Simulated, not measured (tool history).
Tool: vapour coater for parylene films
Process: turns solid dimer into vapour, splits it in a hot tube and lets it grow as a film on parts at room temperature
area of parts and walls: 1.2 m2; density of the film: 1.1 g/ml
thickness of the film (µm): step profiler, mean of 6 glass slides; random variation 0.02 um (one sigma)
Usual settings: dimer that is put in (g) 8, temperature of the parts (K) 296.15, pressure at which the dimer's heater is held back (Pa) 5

| run | day | dimer that is put in (g) | temperature of the parts (K) | pressure at which the dimer's heater is held back (Pa) | thickness of the film (µm) |
|---|---|---|---|---|---|
| 1 | 0 | 8 | 296.15 | 5 | 3.42 |
| 2 | 1.388 | 8 | 296.15 | 5 | 3.41 |
| 3 | 2.867 | 8 | 296.15 | 5 | 3.4 |
| 4 | 4.683 | 8 | 289.15 | 5 | 4.59 |
| 5 | 5.779 | 8 | 296.15 | 5 | 3.37 |
| 6 | 7.279 | 8 | 296.15 | 5 | 3.43 |
| 7 | 9.179 | 7 | 296.15 | 5 | 2.98 |
| 8 | 10.196 | 7 | 296.15 | 5 | 2.99 |
| 9 | 11.833 | 8 | 307.15 | 5 | 2.17 |
| 10 | 13.633 | 8 | 307.15 | 5 | 2.15 |
| 11 | 15.254 | 5 | 296.15 | 5 | 2.14 |
| 12 | 17.425 | 5 | 296.15 | 5 | 2.17 |
|  | 18.367 | trap's valve overhauled |
| 13 | 19.408 | 5 | 296.15 | 5 | 2.17 |
| 14 | 20.95 | 5 | 296.15 | 5 | 2.14 |
| 15 | 22.821 | 5 | 296.15 | 5 | 2.15 |
| 16 | 24.712 | 8 | 296.15 | 5 | 3.45 |
| 17 | 26.279 | 8 | 296.15 | 5 | 3.43 |
| 18 | 27.367 | 8 | 296.15 | 5 | 3.45 |
| 19 | 29.433 | 8 | 290.15 | 2.57 | 4.72 |
| 20 | 30.533 | 8 | 296.15 | 5 | 3.47 |
| 21 | 31.821 | 8 | 296.15 | 5 | 3.46 |
| 22 | 32.862 | 8 | 296.15 | 5 | 3.46 |
| 23 | 34.658 | 6 | 296.15 | 6.46 | 2.53 |
| 24 | 36.192 | 6 | 296.15 | 6.46 | 2.56 |
| 25 | 37.742 | 6 | 296.15 | 6.46 | 2.49 |
| 26 | 39.85 | 12 | 296.15 | 5 | 5.17 |
| 27 | 42.025 | 4 | 296.15 | 3.26 | 1.83 |
| 28 | 43.508 | 3 | 306.15 | 5 | 0.84 |
| 29 | 45.729 | 8 | 296.15 | 6.67 | 3.38 |
| 30 | 47.917 | 8 | 308.15 | 8.42 | 2.03 |
| 31 | 49.121 | 8 | 295.15 | 3.99 | 3.71 |
| 32 | 50.492 | 8 | 295.15 | 3.99 | 3.69 |
| 33 | 51.512 | 6 | 298.15 | 5 | 2.42 |
| 34 | 52.675 | 10 | 296.15 | 5.44 | 4.29 |
| 35 | 54.204 | 10 | 296.15 | 5.44 | 4.31 |

Forecast each of these 5 alternatives for the next run:
| A | 56.362 | 5 | 296.15 | 5.44 | ? |
| B | 56.362 | 8 | 305.15 | 5 | ? |
| C | 56.362 | 13 | 305.15 | 5.44 | ? |
| D | 56.362 | 6 | 298.15 | 4.96 | ? |
| E | 56.362 | 12 | 291.15 | 4.13 | ? |

| run | thickness of the film (µm) |
|---|---|
| A | 2.15 |
| B | 2.41 |
| C | 3.83 |
| D | 2.42 |
| E | 6.62 |
Without the tool's hidden state the same runs would have given:
| run | thickness of the film (µm) |
|---|---|
| A | 2.11 |
| B | 2.36 |
| C | 3.75 |
| D | 2.38 |
| E | 6.49 |
